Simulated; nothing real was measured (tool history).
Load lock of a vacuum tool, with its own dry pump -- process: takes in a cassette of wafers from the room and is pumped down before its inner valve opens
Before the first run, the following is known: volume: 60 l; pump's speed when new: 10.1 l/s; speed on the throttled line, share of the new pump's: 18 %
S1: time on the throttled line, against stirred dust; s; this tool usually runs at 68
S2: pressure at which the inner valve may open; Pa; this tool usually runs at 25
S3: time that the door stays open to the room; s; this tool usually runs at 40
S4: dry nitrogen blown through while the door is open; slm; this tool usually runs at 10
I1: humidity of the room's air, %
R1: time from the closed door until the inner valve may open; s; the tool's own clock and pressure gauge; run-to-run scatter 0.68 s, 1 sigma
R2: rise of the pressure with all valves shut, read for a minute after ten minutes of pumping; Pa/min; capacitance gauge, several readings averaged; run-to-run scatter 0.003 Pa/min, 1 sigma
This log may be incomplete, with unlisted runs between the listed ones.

run 1 hour=0.0 | S1=68 S2=25 S3=40 S4=10 | I1=45.2 | R1=105.2 R2=0.159
run 2 hour=329.8 | S1=68 S2=25 S3=40 S4=10 | I1=45.2 | R1=106.8 R2=0.163
run 3 hour=521.0 | S1=68 S2=25 S3=40 S4=10 | I1=42.3 | R1=106.8 R2=0.175
run 4 hour=876.3 | S1=68 S2=25 S3=40 S4=10 | I1=47.3 | R1=106.0 R2=0.184
run 5 hour=1211.1 | S1=68 S2=25 S3=40 S4=10 | I1=43.2 | R1=107.2 R2=0.184
run 6 hour=1471.2 | S1=68 S2=27 S3=40 S4=10 | I1=50.0 | R1=107.0 R2=0.192
run 7 hour=1633.0 | S1=125 S2=41 S3=97 S4=10 | I1=49.0 | R1=152.0 R2=0.214
run 8 hour=1885.8 | S1=125 S2=20 S3=97 S4=13 | I1=49.0 | R1=155.4 R2=0.204
run 9 hour=2072.6 | S1=68 S2=25 S3=175 S4=10 | I1=43.2 | R1=108.2 R2=0.226
run 10 hour=2376.8 | S1=68 S2=25 S3=175 S4=10 | I1=45.3 | R1=107.4 R2=0.235
run 11 hour=2568.3 | S1=68 S2=25 S3=175 S4=10 | I1=45.5 | R1=108.8 R2=0.242

Some steps in R1 between neighbouring runs. How much of each would the tool show without its hidden state too (settings, what came in, random variation), and how much is left for the hidden state, with any gauge scatter that isn't in both results?
Hidden conditions of the tool in this case: pump's speed, % of a new pump's; leak at the door's seal, Pa l/s; drift of the gauge itself on ready_s, %; drift of the gauge itself on rise_pa_min, %.
Run 8 -> 9: S1 125 -> 68, S2 20 -> 25, S3 97 -> 175, S4 13 -> 10. R1 -47.2 s: hidden state +0.7, all else -47.9.

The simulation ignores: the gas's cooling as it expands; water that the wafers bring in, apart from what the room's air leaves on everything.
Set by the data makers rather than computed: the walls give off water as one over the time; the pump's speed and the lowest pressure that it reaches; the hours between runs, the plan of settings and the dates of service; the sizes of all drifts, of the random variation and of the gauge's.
